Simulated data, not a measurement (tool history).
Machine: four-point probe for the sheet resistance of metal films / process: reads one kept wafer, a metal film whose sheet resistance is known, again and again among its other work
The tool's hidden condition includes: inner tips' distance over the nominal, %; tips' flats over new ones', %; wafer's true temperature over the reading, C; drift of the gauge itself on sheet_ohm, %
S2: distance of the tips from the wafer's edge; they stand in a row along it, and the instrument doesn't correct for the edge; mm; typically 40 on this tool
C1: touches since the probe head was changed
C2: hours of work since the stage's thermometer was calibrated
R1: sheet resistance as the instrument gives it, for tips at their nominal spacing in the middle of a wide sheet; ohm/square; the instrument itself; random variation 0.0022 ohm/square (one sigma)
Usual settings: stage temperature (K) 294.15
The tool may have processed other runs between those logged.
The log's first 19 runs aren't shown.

{"run": 20, "hour": 364.3, "stage temperature (K)": 295.15, "S2": 40, "C1": 82520, "C2": 983, "R1": 11.022055}
{"run": 21, "hour": 379.6, "stage temperature (K)": 295.15, "S2": 33, "C1": 83302, "C2": 993, "R1": 11.020262}
{"run": 22, "hour": 408.2, "stage temperature (K)": 294.15, "S2": 40, "C1": 84756, "C2": 1013, "R1": 11.026662}
{"run": 23, "hour": 433.1, "stage temperature (K)": 296.15, "S2": 22, "C1": 86020, "C2": 1030, "R1": 11.024028}
{"run": 24, "hour": 459.7, "stage temperature (K)": 293.15, "S2": 4, "C1": 87370, "C2": 1048, "R1": 11.171501}
{"run": 25, "hour": 474.6, "stage temperature (K)": 293.15, "S2": 4, "C1": 88129, "C2": 1059, "R1": 11.178536}
{"run": 26, "hour": 499.6, "stage temperature (K)": 293.15, "S2": 4, "C1": 89397, "C2": 1076, "R1": 11.17738}
{"run": 27, "hour": 514.6, "stage temperature (K)": 294.15, "S2": 74, "C1": 90163, "C2": 1086, "R1": 11.028346}
{"run": 28, "hour": 537.6, "stage temperature (K)": 294.15, "S2": 8, "C1": 91332, "C2": 1102, "R1": 11.068045}
{"run": 29, "hour": 550.4, "stage temperature (K)": 296.15, "S2": 3, "C1": 91981, "C2": 1111, "R1": 11.282151}
{"run": 30, "hour": 572.3, "stage temperature (K)": 300.15, "S2": 8, "C1": 93095, "C2": 1126, "R1": 11.045015}
{"run": 31, "hour": 595.0, "stage temperature (K)": 305.15, "S2": 12, "C1": 94250, "C2": 1141, "R1": 11.016356}
{"run": 32, "hour": 621.0, "stage temperature (K)": 295.15, "S2": 31, "C1": 95568, "C2": 1159, "R1": 11.031525}
{"hour": 624.3, "done": "new probe head fitted"}
{"run": 33, "hour": 646.5, "stage temperature (K)": 291.15, "S2": 15, "C1": 1128, "C2": 1176, "R1": 11.006216}
{"run": 34, "hour": 673.9, "stage temperature (K)": 304.15, "S2": 15, "C1": 2520, "C2": 1195, "R1": 10.965143}
{"run": 35, "hour": 698.2, "stage temperature (K)": 304.15, "S2": 15, "C1": 3754, "C2": 1212, "R1": 10.965197}
{"run": 36, "hour": 711.4, "stage temperature (K)": 295.15, "S2": 71, "C1": 4428, "C2": 1221, "R1": 10.982774}
{"run": 37, "hour": 724.8, "stage temperature (K)": 295.15, "S2": 71, "C1": 5105, "C2": 1230, "R1": 10.985738}
{"run": 38, "hour": 740.5, "stage temperature (K)": 295.15, "S2": 10, "C1": 5904, "C2": 1241, "R1": 11.00796}
{"run": 39, "hour": 758.7, "stage temperature (K)": 303.15, "S2": 66, "C1": 6828, "C2": 1253, "R1": 10.957734}
{"run": 40, "hour": 777.0, "stage temperature (K)": 303.15, "S2": 5, "C1": 7761, "C2": 1266, "R1": 11.054517}
{"run": 41, "hour": 802.0, "stage temperature (K)": 303.15, "S2": 5, "C1": 9029, "C2": 1283, "R1": 11.060992}
{"run": 42, "hour": 826.7, "stage temperature (K)": 303.15, "S2": 4, "C1": 10289, "C2": 1300, "R1": 11.111851}
{"run": 43, "hour": 850.3, "stage temperature (K)": 303.15, "S2": 4, "C1": 11486, "C2": 1316, "R1": 11.109125}
{"run": 44, "hour": 871.9, "stage temperature (K)": 294.15, "S2": 14, "C1": 12585, "C2": 1331, "R1": 10.999914}

3 options for the next run, each taken on its own from the tool as it stands now. Forecast them:
{"run": "A", "hour": 886.9, "stage temperature (K)": 294.15, "S2": 26, "C1": 13349, "C2": 1341, "R1": "?"}
{"run": "B", "hour": 886.9, "stage temperature (K)": 294.15, "S2": 46, "C1": 13349, "C2": 1341, "R1": "?"}
{"run": "C", "hour": 886.9, "stage temperature (K)": 301.15, "S2": 3, "C1": 13349, "C2": 1341, "R1": "?"}

run=A R1=10.996264
run=B R1=10.990267
run=C R1=11.22768
The same runs, with their run-to-run variation unchanged, on a tool lacking any hidden condition would have given:
run=A R1=10.98871
run=B R1=10.982717
run=C R1=11.219728

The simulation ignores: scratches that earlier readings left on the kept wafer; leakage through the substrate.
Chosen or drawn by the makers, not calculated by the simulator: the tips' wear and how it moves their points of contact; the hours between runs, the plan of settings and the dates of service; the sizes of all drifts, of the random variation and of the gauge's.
